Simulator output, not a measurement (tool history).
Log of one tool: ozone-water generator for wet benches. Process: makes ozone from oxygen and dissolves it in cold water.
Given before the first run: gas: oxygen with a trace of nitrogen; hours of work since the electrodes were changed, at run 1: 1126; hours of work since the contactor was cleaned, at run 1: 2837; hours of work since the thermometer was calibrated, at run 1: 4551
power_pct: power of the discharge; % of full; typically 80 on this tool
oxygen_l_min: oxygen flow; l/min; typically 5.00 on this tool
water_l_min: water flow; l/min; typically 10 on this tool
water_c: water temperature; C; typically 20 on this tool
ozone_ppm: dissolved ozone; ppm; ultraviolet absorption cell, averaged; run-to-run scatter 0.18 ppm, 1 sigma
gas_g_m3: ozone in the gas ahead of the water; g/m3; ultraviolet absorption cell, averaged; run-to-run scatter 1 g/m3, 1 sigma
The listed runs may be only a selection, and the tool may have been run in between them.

| run | hour | power_pct | oxygen_l_min | water_l_min | water_c | hours of work since the electrodes were changed | hours of work since the contactor was cleaned | hours of work since the thermometer was calibrated | ozone_ppm | gas_g_m3 |
|---|---|---|---|---|---|---|---|---|---|---|
| 1 | 0.0 | 80 | 5.00 | 10 | 20 | 1126 | 2837 | 4551 | 23.5 | 173.4 |
| 2 | 68.1 | 80 | 2.93 | 10 | 20 | 1183 | 2895 | 4608 | 24.0 | 224.8 |
| 3 | 147.1 | 80 | 5.00 | 10 | 12 | 1250 | 2961 | 4675 | 27.1 | 174.2 |
| 4 | 273.6 | 76 | 5.00 | 10 | 20 | 1356 | 3068 | 4781 | 22.2 | 166.3 |
| 5 | 385.7 | 76 | 5.00 | 10 | 20 | 1451 | 3162 | 4875 | 22.5 | 165.7 |
| 6 | 458.5 | 76 | 5.00 | 10 | 20 | 1512 | 3223 | 4937 | 22.0 | 165.6 |
| 7 | 583.8 | 80 | 4.12 | 10 | 20 | 1617 | 3329 | 5042 | 23.1 | 189.9 |
| 8 | 676.0 | 80 | 4.12 | 10 | 20 | 1695 | 3406 | 5120 | 23.1 | 187.5 |
| 9 | 814.8 | 80 | 4.12 | 10 | 20 | 1812 | 3523 | 5237 | 22.9 | 187.8 |
|  | 872.0 | contactor cleaned |
| 10 | 962.9 | 80 | 4.12 | 10 | 20 | 1933 | 77 | 5358 | 24.1 | 187.1 |
|  | 1087.1 | water thermometer calibrated |
| 11 | 1113.2 | 75 | 4.12 | 10 | 20 | 2059 | 203 | 22 | 22.7 | 178.4 |
| 12 | 1197.6 | 75 | 4.12 | 10 | 20 | 2130 | 274 | 93 | 22.7 | 175.3 |
| 13 | 1264.0 | 77 | 5.00 | 10 | 20 | 2186 | 330 | 149 | 22.7 | 164.3 |
| 14 | 1380.6 | 49 | 5.00 | 10 | 20 | 2285 | 428 | 247 | 16.8 | 121.8 |
| 15 | 1446.9 | 79 | 5.00 | 10 | 20 | 2340 | 484 | 303 | 22.9 | 166.1 |
| 16 | 1569.9 | 79 | 5.00 | 10 | 20 | 2444 | 587 | 407 | 22.6 | 165.6 |
| 17 | 1678.7 | 79 | 5.00 | 10 | 20 | 2535 | 679 | 498 | 22.4 | 165.1 |
| 18 | 1767.2 | 68 | 5.00 | 10 | 20 | 2610 | 753 | 573 | 20.6 | 150.4 |
| 19 | 1909.6 | 80 | 7.37 | 10 | 20 | 2730 | 873 | 692 | 20.8 | 139.1 |
|  | 1997.7 | water thermometer calibrated, once more |
| 20 | 2042.2 | 80 | 7.37 | 10 | 25 | 2841 | 984 | 37 | 19.4 | 136.7 |
| 21 | 2175.2 | 60 | 7.15 | 8 | 19 | 2953 | 1096 | 149 | 20.3 | 115.1 |
| 22 | 2259.2 | 80 | 5.32 | 10 | 20 | 3024 | 1167 | 220 | 22.5 | 160.1 |
| 23 | 2327.1 | 50 | 7.18 | 10 | 22 | 3081 | 1224 | 277 | 15.3 | 103.9 |
| 24 | 2422.3 | 50 | 7.18 | 10 | 22 | 3161 | 1304 | 357 | 15.1 | 102.7 |
| 25 | 2534.6 | 50 | 7.18 | 10 | 22 | 3256 | 1399 | 452 | 15.1 | 102.3 |
| 26 | 2611.6 | 63 | 2.95 | 14 | 16 | 3321 | 1464 | 517 | 16.4 | 180.6 |
| 27 | 2715.4 | 63 | 2.95 | 14 | 16 | 3408 | 1551 | 604 | 16.2 | 179.3 |
| 28 | 2824.3 | 63 | 2.95 | 14 | 18 | 3500 | 1643 | 696 | 15.9 | 180.0 |
| 29 | 2895.5 | 63 | 2.95 | 14 | 18 | 3560 | 1703 | 756 | 15.7 | 180.4 |
| 30 | 2966.3 | 80 | 5.00 | 10 | 14 | 3619 | 1762 | 816 | 25.2 | 162.5 |
| 31 | 3028.2 | 80 | 5.00 | 8 | 18 | 3671 | 1815 | 868 | 25.7 | 161.5 |
| 32 | 3153.0 | 48 | 6.38 | 7 | 27 | 3776 | 1920 | 973 | 15.0 | 104.4 |
| 33 | 3275.2 | 56 | 2.61 | 6 | 13 | 3879 | 2022 | 1076 | 28.0 | 174.2 |

3 ways to go on from here, each from the tool as it stands after run 33. What would each give?
| A | 3345.1 | 91 | 5.65 | 6 | 20 | 3938 | 2081 | 1134 | ? | ? |
| B | 3345.1 | 42 | 2.61 | 14 | 18 | 3938 | 2081 | 1134 | ? | ? |
| C | 3345.1 | 56 | 2.61 | 15 | 13 | 3938 | 2081 | 1134 | ? | ? |

| run | ozone_ppm | gas_g_m3 |
|---|---|---|
| A | 29.2 | 162.7 |
| B | 11.6 | 145.7 |
| C | 14.3 | 173.6 |
Without the tool's hidden state the same runs would have given:
| run | ozone_ppm | gas_g_m3 |
|---|---|---|
| A | 34.0 | 183.7 |
| B | 13.0 | 156.0 |
| C | 16.3 | 189.6 |

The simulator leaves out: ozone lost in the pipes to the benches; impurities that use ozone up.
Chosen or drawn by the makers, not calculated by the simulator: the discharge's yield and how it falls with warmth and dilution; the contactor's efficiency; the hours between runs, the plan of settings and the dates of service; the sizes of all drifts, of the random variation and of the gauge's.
